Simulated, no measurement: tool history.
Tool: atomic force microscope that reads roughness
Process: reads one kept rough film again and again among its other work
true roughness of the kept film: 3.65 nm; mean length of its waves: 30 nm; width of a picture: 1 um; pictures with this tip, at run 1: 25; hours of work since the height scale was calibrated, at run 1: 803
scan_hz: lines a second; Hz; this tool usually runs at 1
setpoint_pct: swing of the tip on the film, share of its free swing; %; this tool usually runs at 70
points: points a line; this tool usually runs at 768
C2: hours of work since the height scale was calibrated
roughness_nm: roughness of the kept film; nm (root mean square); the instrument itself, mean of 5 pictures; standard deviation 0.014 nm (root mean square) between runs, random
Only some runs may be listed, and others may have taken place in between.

run 1 hour=0 | scan_hz=1 setpoint_pct=70 points=768 | pictures_with_this_tip=25 C2=803 | roughness_nm=3.048
run 2 hour=16.6 | scan_hz=1 setpoint_pct=70 points=768 | pictures_with_this_tip=58 C2=816 | roughness_nm=2.839
-- hour=27 new tip fitted
run 3 hour=29.4 | scan_hz=1 setpoint_pct=70 points=768 | pictures_with_this_tip=4 C2=825 | roughness_nm=3.23
run 4 hour=47 | scan_hz=1 setpoint_pct=70 points=768 | pictures_with_this_tip=39 C2=839 | roughness_nm=2.997
run 5 hour=58.8 | scan_hz=1 setpoint_pct=70 points=768 | pictures_with_this_tip=62 C2=848 | roughness_nm=2.872
-- hour=66.8 new tip fitted
run 6 hour=70.7 | scan_hz=1 setpoint_pct=70 points=768 | pictures_with_this_tip=8 C2=856 | roughness_nm=3.187
run 7 hour=96.5 | scan_hz=1 setpoint_pct=70 points=768 | pictures_with_this_tip=58 C2=876 | roughness_nm=2.902
-- hour=106.8 new tip fitted
run 8 hour=118 | scan_hz=1 setpoint_pct=70 points=768 | pictures_with_this_tip=22 C2=892 | roughness_nm=3.103
run 9 hour=142.9 | scan_hz=1 setpoint_pct=70 points=768 | pictures_with_this_tip=71 C2=911 | roughness_nm=2.848
-- hour=147.1 new tip fitted
run 10 hour=159.9 | scan_hz=1 setpoint_pct=70 points=768 | pictures_with_this_tip=25 C2=923 | roughness_nm=3.107
run 11 hour=172.3 | scan_hz=1 setpoint_pct=70 points=713 | pictures_with_this_tip=50 C2=933 | roughness_nm=2.949
-- hour=187.4 new tip fitted
run 12 hour=188.1 | scan_hz=1 setpoint_pct=70 points=768 | pictures_with_this_tip=1 C2=944 | roughness_nm=3.252
run 13 hour=211.5 | scan_hz=1 setpoint_pct=70 points=768 | pictures_with_this_tip=47 C2=962 | roughness_nm=2.952
-- hour=228.3 new tip fitted
run 14 hour=234.6 | scan_hz=1 setpoint_pct=70 points=768 | pictures_with_this_tip=12 C2=979 | roughness_nm=3.174
run 15 hour=250.8 | scan_hz=1 setpoint_pct=70 points=768 | pictures_with_this_tip=44 C2=992 | roughness_nm=2.944
-- hour=268.9 new tip fitted
run 16 hour=271.4 | scan_hz=0.67 setpoint_pct=70 points=768 | pictures_with_this_tip=5 C2=1007 | roughness_nm=3.233
run 17 hour=295.1 | scan_hz=0.67 setpoint_pct=70 points=768 | pictures_with_this_tip=52 C2=1025 | roughness_nm=2.947
run 18 hour=306.3 | scan_hz=0.67 setpoint_pct=70 points=768 | pictures_with_this_tip=74 C2=1033 | roughness_nm=2.826
-- hour=309.2 new tip fitted
run 19 hour=319.9 | scan_hz=0.67 setpoint_pct=70 points=768 | pictures_with_this_tip=21 C2=1043 | roughness_nm=3.117
run 20 hour=346 | scan_hz=1 setpoint_pct=58 points=768 | pictures_with_this_tip=72 C2=1063 | roughness_nm=2.857
-- hour=348.6 new tip fitted
run 21 hour=361.6 | scan_hz=1 setpoint_pct=58 points=768 | pictures_with_this_tip=26 C2=1075 | roughness_nm=3.142
-- hour=387.8 new tip fitted
run 22 hour=388.2 | scan_hz=3.28 setpoint_pct=70 points=482 | pictures_with_this_tip=1 C2=1094 | roughness_nm=3.086
run 23 hour=413.7 | scan_hz=1.62 setpoint_pct=56 points=482 | pictures_with_this_tip=51 C2=1114 | roughness_nm=2.92
-- hour=426.5 new tip fitted
run 24 hour=430.8 | scan_hz=1 setpoint_pct=68 points=562 | pictures_with_this_tip=8 C2=1126 | roughness_nm=3.21
run 25 hour=444.3 | scan_hz=1 setpoint_pct=68 points=562 | pictures_with_this_tip=35 C2=1137 | roughness_nm=3.018
-- hour=467.2 new tip fitted
run 26 hour=467.2 | scan_hz=3.21 setpoint_pct=57 points=768 | pictures_with_this_tip=0 C2=1154 | roughness_nm=3.204
run 27 hour=491.1 | scan_hz=3.21 setpoint_pct=57 points=768 | pictures_with_this_tip=47 C2=1172 | roughness_nm=2.914
-- hour=506.8 new tip fitted
run 28 hour=517.8 | scan_hz=1.01 setpoint_pct=60 points=305 | pictures_with_this_tip=21 C2=1192 | roughness_nm=3.146
run 29 hour=529.4 | scan_hz=0.5 setpoint_pct=77 points=489 | pictures_with_this_tip=44 C2=1200 | roughness_nm=3.009
-- hour=531.9 height scale calibrated on a step standard
-- hour=547.6 new tip fitted
run 30 hour=548.3 | scan_hz=3.09 setpoint_pct=68 points=511 | pictures_with_this_tip=1 C2=12 | roughness_nm=3.134
run 31 hour=573.8 | scan_hz=1 setpoint_pct=65 points=274 | pictures_with_this_tip=52 C2=31 | roughness_nm=2.947
-- hour=587.4 new tip fitted
run 32 hour=587.7 | scan_hz=1 setpoint_pct=65 points=274 | pictures_with_this_tip=0 C2=42 | roughness_nm=3.271
run 33 hour=613.3 | scan_hz=1 setpoint_pct=65 points=274 | pictures_with_this_tip=51 C2=61 | roughness_nm=2.964
run 34 hour=625.4 | scan_hz=3.17 setpoint_pct=72 points=775 | pictures_with_this_tip=74 C2=70 | roughness_nm=2.707
-- hour=628.1 new tip fitted
run 35 hour=640.5 | scan_hz=3.17 setpoint_pct=76 points=956 | pictures_with_this_tip=24 C2=81 | roughness_nm=2.907
run 36 hour=651.8 | scan_hz=3.17 setpoint_pct=76 points=956 | pictures_with_this_tip=47 C2=90 | roughness_nm=2.741
run 37 hour=663.8 | scan_hz=3.17 setpoint_pct=76 points=956 | pictures_with_this_tip=70 C2=99 | roughness_nm=2.621
-- hour=667.1 new tip fitted
run 38 hour=689.6 | scan_hz=1 setpoint_pct=78 points=418 | pictures_with_this_tip=44 C2=118 | roughness_nm=2.977
run 39 hour=704.9 | scan_hz=1 setpoint_pct=78 points=418 | pictures_with_this_tip=74 C2=130 | roughness_nm=2.785

Each row is a separate what-if for the run after 39, all from the same tool condition, not one after another. Results?
-- hour=706.8 new tip fitted
run A hour=719 | scan_hz=2.78 setpoint_pct=75 points=422 | pictures_with_this_tip=24 C2=140 | roughness_nm=?
-- hour=706.8 new tip fitted
run B hour=719 | scan_hz=1 setpoint_pct=59 points=502 | pictures_with_this_tip=24 C2=140 | roughness_nm=?
-- hour=706.8 new tip fitted
run C hour=719 | scan_hz=2.11 setpoint_pct=78 points=608 | pictures_with_this_tip=24 C2=140 | roughness_nm=?
-- hour=706.8 new tip fitted
run D hour=719 | scan_hz=1.85 setpoint_pct=70 points=389 | pictures_with_this_tip=24 C2=140 | roughness_nm=?
-- hour=706.8 new tip fitted
run E hour=719 | scan_hz=1.49 setpoint_pct=70 points=768 | pictures_with_this_tip=24 C2=140 | roughness_nm=?

run=A roughness_nm=2.895
run=B roughness_nm=3.139
run=C roughness_nm=2.977
run=D roughness_nm=3.019
run=E roughness_nm=3.078
With no hidden state in the tool, these same runs would have given:
run=A roughness_nm=3.065
run=B roughness_nm=3.323
run=C roughness_nm=3.151
run=D roughness_nm=3.196
run=E roughness_nm=3.259
